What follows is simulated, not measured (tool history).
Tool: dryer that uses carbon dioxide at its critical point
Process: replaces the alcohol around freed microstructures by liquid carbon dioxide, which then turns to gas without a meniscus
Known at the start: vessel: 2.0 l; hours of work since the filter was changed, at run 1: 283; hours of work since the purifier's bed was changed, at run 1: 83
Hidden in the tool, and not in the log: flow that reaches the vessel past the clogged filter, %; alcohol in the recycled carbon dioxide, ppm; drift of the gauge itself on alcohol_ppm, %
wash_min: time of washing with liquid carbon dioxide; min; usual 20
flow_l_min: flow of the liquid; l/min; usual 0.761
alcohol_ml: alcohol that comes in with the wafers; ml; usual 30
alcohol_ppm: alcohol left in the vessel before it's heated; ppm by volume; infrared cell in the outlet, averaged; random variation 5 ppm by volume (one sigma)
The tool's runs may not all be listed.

| run | hour | wash_min | flow_l_min | alcohol_ml | hours of work since the filter was changed | hours of work since the purifier's bed was changed | alcohol_ppm |
|---|---|---|---|---|---|---|---|
| 1 | 0.0 | 20 | 0.761 | 30 | 283 | 83 | 72 |
| 2 | 37.6 | 20 | 0.761 | 30 | 308 | 108 | 78 |
| 3 | 62.8 | 20 | 0.761 | 86 | 324 | 125 | 191 |
| 4 | 110.6 | 18 | 0.761 | 86 | 356 | 157 | 331 |
| 5 | 159.4 | 18 | 0.761 | 86 | 388 | 189 | 364 |
| 6 | 205.5 | 22 | 0.761 | 86 | 419 | 219 | 139 |
| 7 | 252.3 | 12 | 0.761 | 86 | 450 | 251 | 1760 |
|  | 266.1 | inlet filter changed |
| 8 | 284.7 | 20 | 0.761 | 30 | 12 | 271 | 76 |
| 9 | 324.1 | 20 | 0.761 | 30 | 38 | 297 | 76 |
| 10 | 372.2 | 20 | 0.761 | 30 | 70 | 329 | 78 |
| 11 | 405.7 | 20 | 0.761 | 30 | 92 | 352 | 80 |
| 12 | 437.6 | 20 | 0.761 | 30 | 114 | 373 | 84 |
| 13 | 477.9 | 20 | 0.761 | 68 | 140 | 399 | 137 |
| 14 | 524.7 | 20 | 0.761 | 31 | 171 | 430 | 98 |
| 15 | 547.2 | 14 | 0.761 | 83 | 186 | 445 | 812 |
| 16 | 581.3 | 14 | 1.181 | 42 | 209 | 468 | 104 |
| 17 | 628.1 | 21 | 0.761 | 115 | 240 | 499 | 209 |
| 18 | 673.4 | 14 | 0.559 | 30 | 270 | 529 | 922 |
| 19 | 707.3 | 14 | 1.063 | 21 | 292 | 551 | 96 |
| 20 | 747.3 | 22 | 0.990 | 30 | 319 | 578 | 61 |
| 21 | 786.1 | 20 | 1.141 | 101 | 345 | 604 | 73 |
| 22 | 833.3 | 20 | 1.141 | 101 | 376 | 635 | 76 |
| 23 | 873.8 | 21 | 0.761 | 38 | 403 | 662 | 133 |
| 24 | 907.9 | 21 | 0.490 | 36 | 425 | 684 | 540 |
| 25 | 948.4 | 31 | 1.080 | 30 | 452 | 711 | 75 |
|  | 959.1 | inlet filter changed |
| 26 | 997.2 | 27 | 1.259 | 30 | 25 | 743 | 76 |
| 27 | 1035.6 | 25 | 0.680 | 29 | 51 | 768 | 99 |

Forecast each of these 5 alternatives for the next run:
| A | 1077.2 | 25 | 0.971 | 100 | 78 | 796 | ? |
| B | 1077.2 | 25 | 0.554 | 34 | 78 | 796 | ? |
| C | 1077.2 | 16 | 1.121 | 25 | 78 | 796 | ? |
| D | 1077.2 | 20 | 0.750 | 31 | 78 | 796 | ? |
| E | 1077.2 | 20 | 0.918 | 53 | 78 | 796 | ? |

| run | alcohol_ppm |
|---|---|
| A | 92 |
| B | 166 |
| C | 96 |
| D | 126 |
| E | 100 |
Without the tool's hidden state the same runs would have given:
| run | alcohol_ppm |
|---|---|
| A | 16 |
| B | 83 |
| C | 20 |
| D | 47 |
| E | 22 |
